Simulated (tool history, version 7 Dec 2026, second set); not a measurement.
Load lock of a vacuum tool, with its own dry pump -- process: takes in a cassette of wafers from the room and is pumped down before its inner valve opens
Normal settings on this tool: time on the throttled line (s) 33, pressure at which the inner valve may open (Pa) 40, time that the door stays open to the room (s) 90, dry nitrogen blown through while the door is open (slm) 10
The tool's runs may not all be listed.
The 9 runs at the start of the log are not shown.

| run | hour | time on the throttled line (s) | pressure at which the inner valve may open (Pa) | time that the door stays open to the room (s) | dry nitrogen blown through while the door is open (slm) | hours that the pump has run since its overhaul | times that the door has closed on its seal | incoming humidity of the room's air, % | time from the closed door until the inner valve may open (s) | rise of the pressure with all valves shut (Pa/min) |
|---|---|---|---|---|---|---|---|---|---|---|
|  | 3430.0 | dry pump taken out, an overhauled one fitted |
| 10 | 3723.1 | 33 | 40 | 86 | 10 | 293 | 12902 | 47.5 | 56.2 | 0.253 |
| 11 | 4131.5 | 33 | 40 | 86 | 10 | 702 | 14319 | 43.8 | 56.2 | 0.293 |
| 12 | 4511.2 | 33 | 40 | 86 | 10 | 1081 | 15637 | 44.9 | 56.2 | 0.323 |
| 13 | 5068.2 | 33 | 40 | 86 | 10 | 1638 | 17571 | 45.1 | 56.1 | 0.371 |
| 14 | 5550.3 | 33 | 40 | 90 | 10 | 2120 | 19244 | 44.8 | 56.6 | 0.422 |
| 15 | 6054.6 | 33 | 40 | 90 | 10 | 2625 | 20995 | 44.7 | 57.6 | 0.460 |
| 16 | 6423.6 | 33 | 40 | 90 | 10 | 2994 | 22276 | 42.8 | 56.5 | 0.520 |
| 17 | 6744.9 | 20 | 43 | 138 | 8 | 3315 | 23390 | 42.6 | 47.4 | 0.570 |
| 18 | 7197.3 | 20 | 43 | 116 | 45 | 3767 | 24961 | 46.3 | 47.5 | 0.590 |
| 19 | 7792.8 | 20 | 43 | 116 | 45 | 4363 | 27028 | 45.1 | 47.3 | 0.665 |
|  | 8093.0 | door's seal changed, seat wiped |
| 20 | 8293.1 | 25 | 40 | 90 | 10 | 4862 | 694 | 43.5 | 52.3 | 0.075 |
| 21 | 8891.4 | 29 | 48 | 90 | 10 | 5460 | 2771 | 44.8 | 54.9 | 0.098 |
| 22 | 9191.6 | 29 | 48 | 90 | 10 | 5760 | 3813 | 42.9 | 54.7 | 0.108 |
| 23 | 9648.3 | 33 | 40 | 110 | 10 | 6217 | 5398 | 45.0 | 58.1 | 0.139 |
| 24 | 9958.9 | 33 | 40 | 110 | 10 | 6527 | 6476 | 42.1 | 58.7 | 0.143 |
| 25 | 10557.6 | 33 | 40 | 110 | 10 | 7126 | 8555 | 42.5 | 60.5 | 0.179 |
| 26 | 11120.6 | 58 | 30 | 110 | 10 | 7689 | 10509 | 45.0 | 79.1 | 0.219 |
| 27 | 11387.4 | 47 | 28 | 165 | 10 | 7956 | 11435 | 46.4 | 71.0 | 0.266 |
| 28 | 11904.6 | 18 | 40 | 33 | 10 | 8473 | 13230 | 45.9 | 48.4 | 0.229 |
| 29 | 12197.4 | 18 | 57 | 33 | 10 | 8766 | 14246 | 47.9 | 47.6 | 0.257 |
| 30 | 12713.0 | 63 | 32 | 162 | 5 | 9281 | 16036 | 47.1 | 81.5 | 0.398 |
| 31 | 13242.8 | 63 | 32 | 162 | 5 | 9811 | 17875 | 47.2 | 83.1 | 0.422 |

Below are 5 alternative next runs, each starting from the tool's condition after run 31. Predict each:
|  | 13614.6 | dry pump taken out, an overhauled one fitted |
| A | 13614.6 | 63 | 32 | 162 | 43 | 0 | 19145 | 45.6 | ? | ? |
|  | 13614.6 | dry pump taken out, an overhauled one fitted |
| B | 13614.6 | 63 | 29 | 176 | 5 | 0 | 19145 | 47.1 | ? | ? |
|  | 13614.6 | dry pump taken out, an overhauled one fitted |
| C | 13614.6 | 29 | 50 | 162 | 45 | 0 | 19145 | 42.2 | ? | ? |
|  | 13614.6 | dry pump taken out, an overhauled one fitted |
| D | 13614.6 | 33 | 30 | 90 | 15 | 0 | 19145 | 45.3 | ? | ? |
|  | 13614.6 | dry pump taken out, an overhauled one fitted |
| E | 13614.6 | 20 | 32 | 162 | 5 | 0 | 19145 | 42.5 | ? | ? |

| run | time from the closed door until the inner valve may open (s) | rise of the pressure with all valves shut (Pa/min) |
|---|---|---|
| A | 78.1 | 0.391 |
| B | 78.9 | 0.465 |
| C | 51.6 | 0.393 |
| D | 57.0 | 0.394 |
| E | 47.3 | 0.450 |
Had the tool no hidden state, the same runs would have come out as:
| run | time from the closed door until the inner valve may open (s) | rise of the pressure with all valves shut (Pa/min) |
|---|---|---|
| A | 78.2 | 0.062 |
| B | 79.0 | 0.134 |
| C | 51.7 | 0.063 |
| D | 57.2 | 0.066 |
| E | 47.5 | 0.117 |

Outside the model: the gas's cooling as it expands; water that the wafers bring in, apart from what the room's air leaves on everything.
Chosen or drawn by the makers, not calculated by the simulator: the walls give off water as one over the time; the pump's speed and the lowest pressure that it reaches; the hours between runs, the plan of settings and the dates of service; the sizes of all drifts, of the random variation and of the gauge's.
